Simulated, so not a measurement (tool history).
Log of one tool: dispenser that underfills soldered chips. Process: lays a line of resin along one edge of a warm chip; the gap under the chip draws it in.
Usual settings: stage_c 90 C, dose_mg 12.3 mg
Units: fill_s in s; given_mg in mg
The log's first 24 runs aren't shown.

run 25 hour=258.1 | stage_c=84 dose_mg=11.6 | fill_s=242.0 given_mg=10.64
-- hour=267.7 new syringe of resin
-- hour=272.0 dispensing valve cleaned and set on the balance
run 26 hour=274.9 | stage_c=84 dose_mg=11.0 | fill_s=218.4 given_mg=11.00
run 27 hour=283.1 | stage_c=93 dose_mg=12.3 | fill_s=197.9 given_mg=12.25
-- hour=287.4 new syringe of resin
run 28 hour=291.6 | stage_c=95 dose_mg=11.5 | fill_s=127.5 given_mg=11.33
-- hour=305.0 new syringe of resin
run 29 hour=308.0 | stage_c=84 dose_mg=14.2 | fill_s=186.2 given_mg=13.89
run 30 hour=318.6 | stage_c=83 dose_mg=11.2 | fill_s=304.3 given_mg=10.93
-- hour=323.2 new syringe of resin
run 31 hour=334.4 | stage_c=76 dose_mg=12.3 | fill_s=367.8 given_mg=11.91
-- hour=340.7 new syringe of resin
run 32 hour=350.0 | stage_c=76 dose_mg=12.3 | fill_s=339.3 given_mg=11.70
-- hour=358.7 new syringe of resin
run 33 hour=363.1 | stage_c=82 dose_mg=10.8 | fill_s=225.3 given_mg=10.21
run 34 hour=375.8 | stage_c=82 dose_mg=10.8 | fill_s=360.4 given_mg=10.24

Forecast each of these 5 alternatives for the next run:
-- hour=376.8 new syringe of resin
run A hour=390.3 | stage_c=78 dose_mg=11.4 | fill_s=? given_mg=?
-- hour=376.8 new syringe of resin
run B hour=390.3 | stage_c=98 dose_mg=12.2 | fill_s=? given_mg=?
-- hour=376.8 new syringe of resin
run C hour=390.3 | stage_c=101 dose_mg=14.4 | fill_s=? given_mg=?
-- hour=376.8 new syringe of resin
run D hour=390.3 | stage_c=84 dose_mg=15.6 | fill_s=? given_mg=?
-- hour=376.8 new syringe of resin
run E hour=390.3 | stage_c=87 dose_mg=14.7 | fill_s=? given_mg=?

run=A fill_s=366.9 given_mg=10.65
run=B fill_s=157.3 given_mg=11.43
run=C fill_s=137.7 given_mg=13.40
run=D fill_s=271.1 given_mg=14.67
run=E fill_s=239.1 given_mg=13.81
Without the tool's hidden state the same runs would have given:
run=A fill_s=230.5 given_mg=11.38
run=B fill_s=98.7 given_mg=12.22
run=C fill_s=86.8 given_mg=14.32
run=D fill_s=172.5 given_mg=15.67
run=E fill_s=151.8 given_mg=14.76

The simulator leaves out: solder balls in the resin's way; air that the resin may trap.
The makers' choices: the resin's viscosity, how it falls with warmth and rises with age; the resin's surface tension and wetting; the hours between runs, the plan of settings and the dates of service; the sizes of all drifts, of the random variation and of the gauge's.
